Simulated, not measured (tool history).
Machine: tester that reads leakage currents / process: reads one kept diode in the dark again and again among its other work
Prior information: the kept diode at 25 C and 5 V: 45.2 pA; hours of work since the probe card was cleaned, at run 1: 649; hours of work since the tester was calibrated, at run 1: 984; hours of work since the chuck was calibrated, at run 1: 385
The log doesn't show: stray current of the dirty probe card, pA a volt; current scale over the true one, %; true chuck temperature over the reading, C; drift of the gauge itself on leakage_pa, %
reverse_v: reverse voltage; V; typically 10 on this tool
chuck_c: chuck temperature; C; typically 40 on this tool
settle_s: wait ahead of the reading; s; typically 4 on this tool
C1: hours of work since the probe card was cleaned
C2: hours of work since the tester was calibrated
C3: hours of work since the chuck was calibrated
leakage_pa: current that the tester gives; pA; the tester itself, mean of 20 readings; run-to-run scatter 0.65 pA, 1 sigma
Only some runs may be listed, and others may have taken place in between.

{"run": 1, "hour": 0.0, "reverse_v": 10, "chuck_c": 40, "settle_s": 4, "C1": 649, "C2": 984, "C3": 385, "leakage_pa": 224.71}
{"run": 2, "hour": 22.9, "reverse_v": 10, "chuck_c": 40, "settle_s": 4, "C1": 659, "C2": 994, "C3": 395, "leakage_pa": 224.7}
{"run": 3, "hour": 55.3, "reverse_v": 10, "chuck_c": 40, "settle_s": 4, "C1": 673, "C2": 1007, "C3": 408, "leakage_pa": 224.86}
{"run": 4, "hour": 86.4, "reverse_v": 10, "chuck_c": 40, "settle_s": 4, "C1": 686, "C2": 1021, "C3": 422, "leakage_pa": 225.19}
{"run": 5, "hour": 119.3, "reverse_v": 10, "chuck_c": 40, "settle_s": 4, "C1": 700, "C2": 1034, "C3": 435, "leakage_pa": 225.57}
{"run": 6, "hour": 136.5, "reverse_v": 10, "chuck_c": 40, "settle_s": 4, "C1": 707, "C2": 1042, "C3": 443, "leakage_pa": 224.22}
{"run": 7, "hour": 176.2, "reverse_v": 10, "chuck_c": 40, "settle_s": 4, "C1": 724, "C2": 1059, "C3": 459, "leakage_pa": 225.71}
{"run": 8, "hour": 200.5, "reverse_v": 10, "chuck_c": 37, "settle_s": 4, "C1": 734, "C2": 1069, "C3": 470, "leakage_pa": 181.25}
{"hour": 205.0, "done": "chuck's temperature calibrated"}
{"run": 9, "hour": 228.4, "reverse_v": 10, "chuck_c": 24, "settle_s": 0.64, "C1": 745, "C2": 1080, "C3": 10, "leakage_pa": 70.47}

What does the tool deliver on the next run?
{"run": 10, "hour": 262.8, "reverse_v": 9, "chuck_c": 34, "settle_s": 4, "C1": 759, "C2": 1094, "C3": 24, "leakage_pa": "?"}

Run 10 came out at leakage_pa 139.59 pA.
With the hidden condition absent and the run-to-run variation left alone, this run would have shown leakage_pa 129.37 pA.
